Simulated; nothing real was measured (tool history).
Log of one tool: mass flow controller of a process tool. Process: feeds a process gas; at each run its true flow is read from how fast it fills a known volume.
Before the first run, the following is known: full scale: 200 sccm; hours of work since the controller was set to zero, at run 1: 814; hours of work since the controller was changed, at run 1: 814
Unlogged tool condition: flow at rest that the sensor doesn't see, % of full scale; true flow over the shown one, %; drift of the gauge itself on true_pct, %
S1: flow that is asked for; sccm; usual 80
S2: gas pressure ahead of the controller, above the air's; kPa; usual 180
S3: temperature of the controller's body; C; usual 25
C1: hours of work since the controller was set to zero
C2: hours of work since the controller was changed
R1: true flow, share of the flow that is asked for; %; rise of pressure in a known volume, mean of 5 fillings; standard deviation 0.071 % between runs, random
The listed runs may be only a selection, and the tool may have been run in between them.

run,hour,S1,S2,S3,C1,C2,R1
1,0.0,80,180,25,814,814,99.95
2,254.1,80,180,25,937,937,99.92
3,517.5,29,180,25,1064,1064,100.82
4,847.1,29,180,25,1223,1223,100.95
5,1287.3,80,222,25,1436,1436,99.63
6,1542.1,80,222,25,1559,1559,99.46
7,1868.0,80,180,25,1716,1716,99.70
8,2250.0,80,180,25,1901,1901,99.75
9,2657.9,80,180,25,2098,2098,99.72
10,2977.1,59,180,25,2252,2252,100.15
11,3260.4,154,180,25,2389,2389,99.18
12,3540.1,80,180,25,2524,2524,99.59
13,3914.2,80,180,25,2705,2705,99.69
14,4276.6,80,180,25,2880,2880,99.74
15,4721.7,80,180,25,3095,3095,99.67
16,5036.5,166,180,25,3247,3247,98.81
17,5496.1,166,180,25,3469,3469,98.85
18,6019.4,166,180,25,3722,3722,98.64
19,6497.6,25,158,38,3953,3953,104.69
20,6935.6,54,236,25,4165,4165,100.47
21,7386.5,121,172,24,4382,4382,98.78
22,7603.8,121,172,24,4487,4487,98.80
# hour 7631.2: controller's zero set anew
23,7857.6,121,172,24,109,4610,97.35
24,8301.7,121,172,24,324,4824,97.12
25,8670.9,162,166,25,502,5003,97.23
26,9149.4,129,272,25,734,5234,96.68
27,9405.8,129,168,30,857,5358,97.17
28,9623.3,117,180,25,962,5463,97.01
29,10093.7,117,180,25,1190,5690,96.94
30,10421.3,80,261,26,1348,5849,96.80
31,10755.5,21,193,37,1510,6010,99.60

Below are 3 alternative next runs, each starting from the tool's condition after run 31. Predict each:
A,11007.4,27,246,21,1631,6132,?
B,11007.4,44,238,28,1631,6132,?
C,11007.4,58,180,25,1631,6132,?

run,R1
A,98.61
B,97.70
C,97.35
With the hidden condition removed and each run's random variation left untouched, the same runs would have given:
run,R1
A,99.50
B,99.68
C,99.75
